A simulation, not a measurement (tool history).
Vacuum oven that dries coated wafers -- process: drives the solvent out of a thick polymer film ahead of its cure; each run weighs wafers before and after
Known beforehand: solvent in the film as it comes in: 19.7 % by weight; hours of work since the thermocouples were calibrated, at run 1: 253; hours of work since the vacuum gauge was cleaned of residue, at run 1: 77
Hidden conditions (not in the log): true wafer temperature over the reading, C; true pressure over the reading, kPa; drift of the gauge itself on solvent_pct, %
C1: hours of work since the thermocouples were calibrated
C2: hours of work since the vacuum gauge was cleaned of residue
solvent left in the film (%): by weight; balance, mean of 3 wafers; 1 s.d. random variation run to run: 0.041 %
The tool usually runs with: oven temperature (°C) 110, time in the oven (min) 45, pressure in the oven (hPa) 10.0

Run 1, day 0.000: usual settings; C1 253; C2 77. Result: solvent left in the film (%) 3.39.
Run 2, day 0.883: usual settings; C1 264; C2 88. Result: solvent left in the film (%) 3.40.
Run 3, day 1.675: usual settings but time in the oven (min) 27; C1 273; C2 97. Result: solvent left in the film (%) 6.25.
Run 4, day 2.275: usual settings but time in the oven (min) 26; C1 280; C2 104. Result: solvent left in the film (%) 6.45.
Run 5, day 2.792: usual settings but pressure in the oven (hPa) 7.4; C1 286; C2 110. Result: solvent left in the film (%) 3.41.
Run 6, day 3.492: usual settings; C1 295; C2 119. Result: solvent left in the film (%) 3.49.
Run 7, day 4.283: usual settings; C1 304; C2 128. Result: solvent left in the film (%) 3.42.
Run 8, day 5.138: usual settings; C1 314; C2 138. Result: solvent left in the film (%) 3.47.
Run 9, day 5.604: usual settings; C1 320; C2 144. Result: solvent left in the film (%) 3.44.
Run 10, day 6.400: usual settings but oven temperature (°C) 106; C1 329; C2 153. Result: solvent left in the film (%) 4.48.
Run 11, day 6.846: usual settings but oven temperature (°C) 106; C1 334; C2 158. Result: solvent left in the film (%) 4.37.
Run 12, day 7.833: usual settings but oven temperature (°C) 106; C1 346; C2 170. Result: solvent left in the film (%) 4.43.
Run 13, day 8.446: usual settings but oven temperature (°C) 106; C1 353; C2 177. Result: solvent left in the film (%) 4.58.
Run 14, day 8.950: usual settings but oven temperature (°C) 106; C1 359; C2 183. Result: solvent left in the film (%) 4.40.
Run 15, day 9.946: usual settings but oven temperature (°C) 106; C1 371; C2 195. Result: solvent left in the film (%) 4.50.
Run 16, day 10.879: usual settings but oven temperature (°C) 106, time in the oven (min) 60; C1 382; C2 206. Result: solvent left in the film (%) 2.96.
Run 17, day 11.479: usual settings but oven temperature (°C) 106, time in the oven (min) 60; C1 389; C2 213. Result: solvent left in the film (%) 3.02.
Run 18, day 11.971: usual settings but oven temperature (°C) 106, time in the oven (min) 60; C1 395; C2 219. Result: solvent left in the film (%) 2.98.
Run 19, day 12.729: usual settings but oven temperature (°C) 106, time in the oven (min) 60; C1 404; C2 228. Result: solvent left in the film (%) 3.06.
Run 20, day 13.279: usual settings but oven temperature (°C) 106, time in the oven (min) 60; C1 410; C2 234. Result: solvent left in the film (%) 3.00.
Run 21, day 13.896: usual settings but oven temperature (°C) 106, time in the oven (min) 60; C1 418; C2 242. Result: solvent left in the film (%) 3.03.
Run 22, day 14.438: usual settings; C1 424; C2 248. Result: solvent left in the film (%) 3.55.
Run 23, day 14.996: usual settings but pressure in the oven (hPa) 11.3; C1 431; C2 255. Result: solvent left in the film (%) 3.50.
Run 24, day 15.621: usual settings but time in the oven (min) 56, pressure in the oven (hPa) 7.4; C1 438; C2 262. Result: solvent left in the film (%) 2.48.
Run 25, day 16.550: usual settings but pressure in the oven (hPa) 24.9; C1 449; C2 273. Result: solvent left in the film (%) 3.91.
Run 26, day 17.242: usual settings but pressure in the oven (hPa) 9.9; C1 457; C2 281. Result: solvent left in the film (%) 3.51.
Run 27, day 17.729: usual settings but pressure in the oven (hPa) 9.9; C1 463; C2 287. Result: solvent left in the film (%) 3.60.
Run 28, day 18.733: usual settings but oven temperature (°C) 108, time in the oven (min) 34, pressure in the oven (hPa) 12.3; C1 475; C2 299. Result: solvent left in the film (%) 5.57.
Run 29, day 19.383: usual settings but oven temperature (°C) 108, time in the oven (min) 34, pressure in the oven (hPa) 32.8; C1 482; C2 306. Result: solvent left in the film (%) 6.20.
Run 30, day 20.358: usual settings but oven temperature (°C) 108, time in the oven (min) 34, pressure in the oven (hPa) 32.8; C1 494; C2 318. Result: solvent left in the film (%) 6.15.
Run 31, day 21.275: usual settings but oven temperature (°C) 103, pressure in the oven (hPa) 19.3; C1 505; C2 329. Result: solvent left in the film (%) 5.58.
At day 21.421: oven's thermocouples calibrated.
Run 32, day 22.304: usual settings but oven temperature (°C) 113, pressure in the oven (hPa) 30.3; C1 10; C2 340. Result: solvent left in the film (%) 3.62.
Run 33, day 23.233: usual settings but oven temperature (°C) 106, time in the oven (min) 27, pressure in the oven (hPa) 6.9; C1 21; C2 351. Result: solvent left in the film (%) 7.70.
Run 34, day 23.908: usual settings but oven temperature (°C) 96, time in the oven (min) 27, pressure in the oven (hPa) 6.6; C1 29; C2 359. Result: solvent left in the film (%) 10.13.
Run 35, day 24.671: usual settings but time in the oven (min) 27; C1 38; C2 368. Result: solvent left in the film (%) 6.80.
Run 36, day 25.229: usual settings but time in the oven (min) 27; C1 45; C2 375. Result: solvent left in the film (%) 6.64.
At day 25.446: oven's thermocouples calibrated, once more.
Run 37, day 26.308: usual settings but oven temperature (°C) 97, time in the oven (min) 26, pressure in the oven (hPa) 21.2; C1 10; C2 386. Result: solvent left in the film (%) 9.73.
Run 38, day 26.896: usual settings but time in the oven (min) 52, pressure in the oven (hPa) 6.6; C1 17; C2 393. Result: solvent left in the film (%) 2.35.
Run 39, day 27.571: usual settings but oven temperature (°C) 123, pressure in the oven (hPa) 28.8; C1 25; C2 401. Result: solvent left in the film (%) 1.31.
Run 40, day 28.412: usual settings but oven temperature (°C) 104, pressure in the oven (hPa) 27.7; C1 35; C2 411. Result: solvent left in the film (%) 5.09.
Run 41, day 29.358: usual settings but oven temperature (°C) 104, pressure in the oven (hPa) 27.7; C1 46; C2 422. Result: solvent left in the film (%) 5.05.
Run 42, day 29.871: usual settings but oven temperature (°C) 106, time in the oven (min) 23, pressure in the oven (hPa) 9.2; C1 52; C2 428. Result: solvent left in the film (%) 7.87.
Run 43, day 30.871: usual settings but oven temperature (°C) 106, time in the oven (min) 23, pressure in the oven (hPa) 9.2; C1 64; C2 440. Result: solvent left in the film (%) 7.90.
Run 44, day 31.783: usual settings but oven temperature (°C) 106, time in the oven (min) 23, pressure in the oven (hPa) 9.2; C1 75; C2 451. Result: solvent left in the film (%) 7.91.
Run 45, day 32.300: usual settings but oven temperature (°C) 105, time in the oven (min) 26, pressure in the oven (hPa) 10.8; C1 81; C2 457. Result: solvent left in the film (%) 7.49.

What if the next run were any one of these 3? Each begins from the tool's condition after run 45:
Run A, day 32.879: usual settings but pressure in the oven (hPa) 18.6; C1 88; C2 464. Result: solvent left in the film (%) ?.
Run B, day 32.879: usual settings but oven temperature (°C) 109, time in the oven (min) 26, pressure in the oven (hPa) 19.6; C1 88; C2 464. Result: solvent left in the film (%) ?.
Run C, day 32.879: usual settings but oven temperature (°C) 105, time in the oven (min) 51, pressure in the oven (hPa) 10.8; C1 88; C2 464. Result: solvent left in the film (%) ?.

run  solvent left in the film (%)
  A                          3.45
  B                          6.68
  C                          3.67
Take away the tool's hidden state, keep each run's random variation, and the runs would have read:
run  solvent left in the film (%)
  A                          3.47
  B                          6.72
  C                          3.69
